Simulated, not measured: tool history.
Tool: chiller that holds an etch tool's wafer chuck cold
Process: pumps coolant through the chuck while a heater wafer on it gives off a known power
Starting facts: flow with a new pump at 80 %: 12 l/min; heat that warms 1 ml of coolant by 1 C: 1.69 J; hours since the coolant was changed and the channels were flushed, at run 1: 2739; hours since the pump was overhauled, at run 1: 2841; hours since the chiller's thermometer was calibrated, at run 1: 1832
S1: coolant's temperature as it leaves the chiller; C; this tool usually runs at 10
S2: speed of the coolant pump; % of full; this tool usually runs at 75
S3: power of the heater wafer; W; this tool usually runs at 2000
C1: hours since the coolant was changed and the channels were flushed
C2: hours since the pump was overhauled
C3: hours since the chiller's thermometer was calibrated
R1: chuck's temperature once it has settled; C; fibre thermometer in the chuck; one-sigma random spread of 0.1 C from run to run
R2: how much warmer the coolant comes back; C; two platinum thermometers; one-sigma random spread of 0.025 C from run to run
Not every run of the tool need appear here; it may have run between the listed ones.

{"run": 1, "hour": 0.0, "S1": 10, "S2": 75, "S3": 2000, "C1": 2739, "C2": 2841, "C3": 1832, "R1": 27.8, "R2": 6.46}
{"run": 2, "hour": 55.9, "S1": 10, "S2": 75, "S3": 2000, "C1": 2795, "C2": 2897, "C3": 1887, "R1": 27.9, "R2": 6.49}
{"run": 3, "hour": 110.5, "S1": 19, "S2": 75, "S3": 2000, "C1": 2849, "C2": 2951, "C3": 1942, "R1": 36.7, "R2": 6.53}
{"run": 4, "hour": 204.2, "S1": 19, "S2": 75, "S3": 2000, "C1": 2943, "C2": 3045, "C3": 2036, "R1": 36.8, "R2": 6.48}
{"run": 5, "hour": 279.2, "S1": 19, "S2": 75, "S3": 2608, "C1": 3018, "C2": 3120, "C3": 2111, "R1": 42.4, "R2": 8.46}
{"run": 6, "hour": 323.7, "S1": 19, "S2": 75, "S3": 2608, "C1": 3063, "C2": 3165, "C3": 2155, "R1": 42.6, "R2": 8.52}
{"run": 7, "hour": 388.8, "S1": 19, "S2": 75, "S3": 2608, "C1": 3128, "C2": 3230, "C3": 2220, "R1": 42.6, "R2": 8.49}
{"run": 8, "hour": 452.9, "S1": 3, "S2": 75, "S3": 2000, "C1": 3192, "C2": 3294, "C3": 2284, "R1": 21.1, "R2": 6.5}
{"run": 9, "hour": 527.4, "S1": 3, "S2": 75, "S3": 2000, "C1": 3266, "C2": 3368, "C3": 2359, "R1": 21.0, "R2": 6.48}
{"run": 10, "hour": 608.9, "S1": 3, "S2": 75, "S3": 2000, "C1": 3348, "C2": 3450, "C3": 2440, "R1": 21.2, "R2": 6.51}
{"run": 11, "hour": 673.0, "S1": 10, "S2": 94, "S3": 2000, "C1": 3412, "C2": 3514, "C3": 2505, "R1": 25.2, "R2": 5.08}
{"run": 12, "hour": 754.1, "S1": 10, "S2": 75, "S3": 2000, "C1": 3493, "C2": 3595, "C3": 2586, "R1": 28.3, "R2": 6.46}
{"run": 13, "hour": 823.4, "S1": 10, "S2": 75, "S3": 2000, "C1": 3562, "C2": 3664, "C3": 2655, "R1": 28.3, "R2": 6.53}
{"run": 14, "hour": 906.6, "S1": 10, "S2": 75, "S3": 2000, "C1": 3646, "C2": 3747, "C3": 2738, "R1": 28.4, "R2": 6.53}
{"hour": 916.7, "done": "coolant pump overhauled"}
{"run": 15, "hour": 972.8, "S1": 10, "S2": 75, "S3": 2742, "C1": 3707, "C2": 56, "C3": 2799, "R1": 35.4, "R2": 9.08}
{"run": 16, "hour": 1047.4, "S1": 10, "S2": 67, "S3": 2000, "C1": 3781, "C2": 131, "C3": 2874, "R1": 30.6, "R2": 7.53}
{"run": 17, "hour": 1116.8, "S1": 10, "S2": 67, "S3": 2000, "C1": 3851, "C2": 200, "C3": 2943, "R1": 30.5, "R2": 7.49}
{"run": 18, "hour": 1211.4, "S1": 11, "S2": 92, "S3": 2971, "C1": 3945, "C2": 295, "C3": 3038, "R1": 34.2, "R2": 7.81}
{"run": 19, "hour": 1281.8, "S1": 11, "S2": 92, "S3": 2971, "C1": 4016, "C2": 365, "C3": 3108, "R1": 34.4, "R2": 7.89}
{"hour": 1304.5, "done": "coolant pump overhauled, once more"}
{"run": 20, "hour": 1350.8, "S1": 11, "S2": 92, "S3": 2971, "C1": 4080, "C2": 46, "C3": 3172, "R1": 33.8, "R2": 7.51}
{"run": 21, "hour": 1433.9, "S1": 1, "S2": 85, "S3": 1573, "C1": 4163, "C2": 129, "C3": 3256, "R1": 14.0, "R2": 4.37}
{"run": 22, "hour": 1497.3, "S1": 18, "S2": 64, "S3": 1918, "C1": 4226, "C2": 193, "C3": 3319, "R1": 38.4, "R2": 7.28}
{"run": 23, "hour": 1559.6, "S1": 5, "S2": 89, "S3": 2000, "C1": 4289, "C2": 255, "C3": 3381, "R1": 21.0, "R2": 5.28}
{"run": 24, "hour": 1643.4, "S1": 5, "S2": 89, "S3": 2000, "C1": 4372, "C2": 339, "C3": 3465, "R1": 21.0, "R2": 5.24}
{"run": 25, "hour": 1694.6, "S1": 0, "S2": 93, "S3": 1748, "C1": 4424, "C2": 390, "C3": 3516, "R1": 13.6, "R2": 4.42}
{"run": 26, "hour": 1785.8, "S1": 0, "S2": 93, "S3": 1748, "C1": 4515, "C2": 481, "C3": 3607, "R1": 13.7, "R2": 4.39}
{"run": 27, "hour": 1855.1, "S1": 0, "S2": 93, "S3": 1748, "C1": 4584, "C2": 551, "C3": 3677, "R1": 13.7, "R2": 4.37}
{"run": 28, "hour": 1932.7, "S1": 19, "S2": 91, "S3": 2000, "C1": 4662, "C2": 628, "C3": 3754, "R1": 34.9, "R2": 5.19}
{"run": 29, "hour": 1999.2, "S1": 19, "S2": 91, "S3": 2000, "C1": 4728, "C2": 695, "C3": 3821, "R1": 35.2, "R2": 5.24}
{"run": 30, "hour": 2099.1, "S1": 4, "S2": 70, "S3": 2000, "C1": 4828, "C2": 795, "C3": 3921, "R1": 24.1, "R2": 6.91}
{"run": 31, "hour": 2158.7, "S1": 5, "S2": 90, "S3": 2000, "C1": 4888, "C2": 854, "C3": 3980, "R1": 21.1, "R2": 5.23}
{"run": 32, "hour": 2259.8, "S1": 3, "S2": 75, "S3": 1974, "C1": 4989, "C2": 955, "C3": 4081, "R1": 21.7, "R2": 6.32}
{"run": 33, "hour": 2314.4, "S1": 15, "S2": 77, "S3": 2293, "C1": 5043, "C2": 1010, "C3": 4136, "R1": 36.4, "R2": 7.19}

Measured less the same run without the tool's hidden state. The same run-to-run variation is in both; the gauge's scatter may not be:
The tool's hidden condition here consists of: heat passed by the chuck's channels, % of clean ones'; flow at a given pump speed, % of a new pump's; coolant's true temperature over the reading, C; drift of the gauge itself on chuck_c, C; drift of the gauge itself on warmer_back_c, C.
run=1 R1=+1.5 R2=+0.13
run=2 R1=+1.5 R2=+0.13
run=3 R1=+1.6 R2=+0.14
run=4 R1=+1.6 R2=+0.14
run=5 R1=+2.2 R2=+0.19
run=6 R1=+2.2 R2=+0.20
run=7 R1=+2.3 R2=+0.20
run=8 R1=+1.9 R2=+0.15
run=9 R1=+1.9 R2=+0.16
run=10 R1=+1.9 R2=+0.17
run=11 R1=+1.7 R2=+0.14
run=12 R1=+2.0 R2=+0.18
run=13 R1=+2.1 R2=+0.18
run=14 R1=+2.2 R2=+0.18
run=15 R1=+3.1 R2=+0.36
run=16 R1=+2.5 R2=+0.30
run=17 R1=+2.7 R2=+0.31
run=18 R1=+3.0 R2=+0.33
run=19 R1=+3.1 R2=+0.34
run=20 R1=+2.5 R2=+0.04
run=21 R1=+1.6 R2=+0.03
run=22 R1=+2.3 R2=+0.04
run=23 R1=+1.9 R2=+0.04
run=24 R1=+2.0 R2=+0.04
run=25 R1=+1.8 R2=+0.03
run=26 R1=+1.8 R2=+0.04
run=27 R1=+1.8 R2=+0.05
run=28 R1=+2.2 R2=+0.06
run=29 R1=+2.2 R2=+0.06
run=30 R1=+2.7 R2=+0.08
run=31 R1=+2.3 R2=+0.07
run=32 R1=+2.6 R2=+0.09
run=33 R1=+3.0 R2=+0.10
